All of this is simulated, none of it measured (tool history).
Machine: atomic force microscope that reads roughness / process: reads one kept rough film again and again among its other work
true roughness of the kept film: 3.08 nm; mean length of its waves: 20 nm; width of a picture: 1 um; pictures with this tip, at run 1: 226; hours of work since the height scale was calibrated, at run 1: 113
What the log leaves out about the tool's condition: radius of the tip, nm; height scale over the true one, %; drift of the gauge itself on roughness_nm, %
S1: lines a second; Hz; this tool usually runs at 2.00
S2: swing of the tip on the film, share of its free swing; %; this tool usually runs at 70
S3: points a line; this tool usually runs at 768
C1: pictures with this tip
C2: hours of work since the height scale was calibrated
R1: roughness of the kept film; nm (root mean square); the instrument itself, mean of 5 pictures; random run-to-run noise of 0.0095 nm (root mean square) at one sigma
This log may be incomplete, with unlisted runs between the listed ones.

{"run": 1, "day": 0.0, "S1": 2.0, "S2": 70, "S3": 768, "C1": 226, "C2": 113, "R1": 1.294}
{"run": 2, "day": 0.621, "S1": 1.38, "S2": 70, "S3": 768, "C1": 245, "C2": 123, "R1": 1.283}
{"day": 1.675, "done": "new tip fitted"}
{"run": 3, "day": 2.004, "S1": 1.38, "S2": 70, "S3": 768, "C1": 10, "C2": 144, "R1": 2.155}
{"run": 4, "day": 2.875, "S1": 1.58, "S2": 70, "S3": 768, "C1": 36, "C2": 158, "R1": 1.977}
{"run": 5, "day": 3.962, "S1": 1.58, "S2": 70, "S3": 768, "C1": 69, "C2": 175, "R1": 1.819}
{"run": 6, "day": 5.025, "S1": 1.58, "S2": 70, "S3": 768, "C1": 102, "C2": 192, "R1": 1.693}
{"run": 7, "day": 6.233, "S1": 1.58, "S2": 70, "S3": 768, "C1": 138, "C2": 211, "R1": 1.558}
{"run": 8, "day": 7.379, "S1": 1.58, "S2": 70, "S3": 768, "C1": 173, "C2": 229, "R1": 1.458}
{"run": 9, "day": 8.267, "S1": 2.0, "S2": 70, "S3": 768, "C1": 200, "C2": 243, "R1": 1.364}
{"run": 10, "day": 9.004, "S1": 2.0, "S2": 70, "S3": 768, "C1": 223, "C2": 255, "R1": 1.296}
{"run": 11, "day": 9.721, "S1": 2.0, "S2": 70, "S3": 768, "C1": 245, "C2": 266, "R1": 1.249}
{"day": 10.783, "done": "new tip fitted"}
{"run": 12, "day": 10.783, "S1": 2.0, "S2": 70, "S3": 768, "C1": 0, "C2": 282, "R1": 2.099}
{"run": 13, "day": 11.529, "S1": 2.0, "S2": 70, "S3": 768, "C1": 23, "C2": 294, "R1": 1.963}
{"run": 14, "day": 12.779, "S1": 1.51, "S2": 70, "S3": 768, "C1": 61, "C2": 314, "R1": 1.81}
{"run": 15, "day": 14.204, "S1": 1.51, "S2": 70, "S3": 602, "C1": 105, "C2": 336, "R1": 1.636}
{"run": 16, "day": 14.962, "S1": 1.51, "S2": 70, "S3": 916, "C1": 128, "C2": 348, "R1": 1.57}
{"run": 17, "day": 16.15, "S1": 2.0, "S2": 70, "S3": 374, "C1": 164, "C2": 367, "R1": 1.386}
{"run": 18, "day": 17.479, "S1": 2.0, "S2": 70, "S3": 380, "C1": 204, "C2": 388, "R1": 1.308}
{"run": 19, "day": 18.479, "S1": 2.0, "S2": 70, "S3": 380, "C1": 235, "C2": 403, "R1": 1.232}
{"run": 20, "day": 19.325, "S1": 2.0, "S2": 70, "S3": 881, "C1": 260, "C2": 417, "R1": 1.196}
{"day": 19.854, "done": "new tip fitted"}
{"run": 21, "day": 20.767, "S1": 2.0, "S2": 70, "S3": 881, "C1": 28, "C2": 439, "R1": 2.024}
{"run": 22, "day": 21.992, "S1": 2.0, "S2": 70, "S3": 881, "C1": 65, "C2": 458, "R1": 1.847}
{"run": 23, "day": 22.821, "S1": 2.0, "S2": 70, "S3": 881, "C1": 90, "C2": 471, "R1": 1.742}
{"run": 24, "day": 24.221, "S1": 2.0, "S2": 70, "S3": 881, "C1": 133, "C2": 493, "R1": 1.585}
{"run": 25, "day": 25.079, "S1": 2.0, "S2": 70, "S3": 881, "C1": 159, "C2": 507, "R1": 1.508}
{"run": 26, "day": 26.0, "S1": 2.0, "S2": 70, "S3": 881, "C1": 187, "C2": 521, "R1": 1.417}
{"run": 27, "day": 27.204, "S1": 0.83, "S2": 65, "S3": 768, "C1": 224, "C2": 540, "R1": 1.399}
{"run": 28, "day": 28.262, "S1": 0.86, "S2": 84, "S3": 768, "C1": 256, "C2": 557, "R1": 1.261}
{"run": 29, "day": 28.888, "S1": 2.18, "S2": 56, "S3": 831, "C1": 275, "C2": 567, "R1": 1.248}
{"day": 28.996, "done": "new tip fitted"}
{"run": 30, "day": 30.312, "S1": 2.18, "S2": 56, "S3": 831, "C1": 40, "C2": 589, "R1": 2.018}
{"run": 31, "day": 31.625, "S1": 2.0, "S2": 70, "S3": 822, "C1": 80, "C2": 609, "R1": 1.735}
{"run": 32, "day": 32.329, "S1": 2.0, "S2": 57, "S3": 768, "C1": 101, "C2": 621, "R1": 1.739}
{"run": 33, "day": 33.65, "S1": 2.0, "S2": 64, "S3": 768, "C1": 141, "C2": 641, "R1": 1.58}
{"run": 34, "day": 34.358, "S1": 2.0, "S2": 64, "S3": 768, "C1": 163, "C2": 652, "R1": 1.502}
{"run": 35, "day": 35.108, "S1": 2.0, "S2": 64, "S3": 768, "C1": 186, "C2": 664, "R1": 1.421}
{"run": 36, "day": 36.496, "S1": 0.73, "S2": 64, "S3": 829, "C1": 228, "C2": 686, "R1": 1.375}
{"run": 37, "day": 37.592, "S1": 0.89, "S2": 70, "S3": 1014, "C1": 261, "C2": 703, "R1": 1.286}
{"day": 38.138, "done": "new tip fitted"}
{"run": 38, "day": 38.667, "S1": 0.54, "S2": 70, "S3": 768, "C1": 17, "C2": 720, "R1": 2.197}
{"run": 39, "day": 39.662, "S1": 0.54, "S2": 70, "S3": 768, "C1": 47, "C2": 736, "R1": 2.036}
{"run": 40, "day": 40.742, "S1": 2.0, "S2": 70, "S3": 703, "C1": 80, "C2": 753, "R1": 1.752}
{"run": 41, "day": 41.996, "S1": 2.0, "S2": 70, "S3": 703, "C1": 118, "C2": 772, "R1": 1.604}
{"run": 42, "day": 43.404, "S1": 1.64, "S2": 81, "S3": 768, "C1": 161, "C2": 794, "R1": 1.43}
{"run": 43, "day": 44.775, "S1": 2.0, "S2": 76, "S3": 417, "C1": 202, "C2": 816, "R1": 1.319}
{"run": 44, "day": 45.729, "S1": 2.0, "S2": 70, "S3": 488, "C1": 232, "C2": 831, "R1": 1.28}
{"day": 47.221, "done": "new tip fitted"}
{"run": 45, "day": 47.221, "S1": 3.88, "S2": 68, "S3": 773, "C1": 0, "C2": 854, "R1": 2.022}
{"run": 46, "day": 48.129, "S1": 1.19, "S2": 70, "S3": 679, "C1": 28, "C2": 868, "R1": 2.026}
{"run": 47, "day": 48.738, "S1": 2.0, "S2": 70, "S3": 687, "C1": 46, "C2": 878, "R1": 1.876}
{"run": 48, "day": 49.567, "S1": 0.61, "S2": 70, "S3": 687, "C1": 72, "C2": 891, "R1": 1.875}
{"run": 49, "day": 50.65, "S1": 0.61, "S2": 70, "S3": 687, "C1": 105, "C2": 908, "R1": 1.738}
{"run": 50, "day": 51.738, "S1": 2.0, "S2": 82, "S3": 509, "C1": 138, "C2": 925, "R1": 1.42}
{"run": 51, "day": 52.992, "S1": 1.0, "S2": 67, "S3": 313, "C1": 176, "C2": 945, "R1": 1.444}
{"run": 52, "day": 54.058, "S1": 1.0, "S2": 67, "S3": 313, "C1": 209, "C2": 962, "R1": 1.36}

Results for each run, recomputed without the tool's hidden state and with each run's random variation untouched:
run=1 R1=2.158
run=2 R1=2.210
run=3 R1=2.221
run=4 R1=2.198
run=5 R1=2.201
run=6 R1=2.206
run=7 R1=2.193
run=8 R1=2.210
run=9 R1=2.180
run=10 R1=2.165
run=11 R1=2.174
run=12 R1=2.165
run=13 R1=2.167
run=14 R1=2.204
run=15 R1=2.203
run=16 R1=2.215
run=17 R1=2.109
run=18 R1=2.138
run=19 R1=2.134
run=20 R1=2.160
run=21 R1=2.168
run=22 R1=2.157
run=23 R1=2.167
run=24 R1=2.167
run=25 R1=2.182
run=26 R1=2.167
run=27 R1=2.292
run=28 R1=2.189
run=29 R1=2.254
run=30 R1=2.263
run=31 R1=2.151
run=32 R1=2.258
run=33 R1=2.226
run=34 R1=2.220
run=35 R1=2.198
run=36 R1=2.310
run=37 R1=2.281
run=38 R1=2.297
run=39 R1=2.299
run=40 R1=2.154
run=41 R1=2.153
run=42 R1=2.088
run=43 R1=2.084
run=44 R1=2.139
run=45 R1=2.043
run=46 R1=2.230
run=47 R1=2.168
run=48 R1=2.300
run=49 R1=2.295
run=50 R1=2.014
run=51 R1=2.219
run=52 R1=2.222
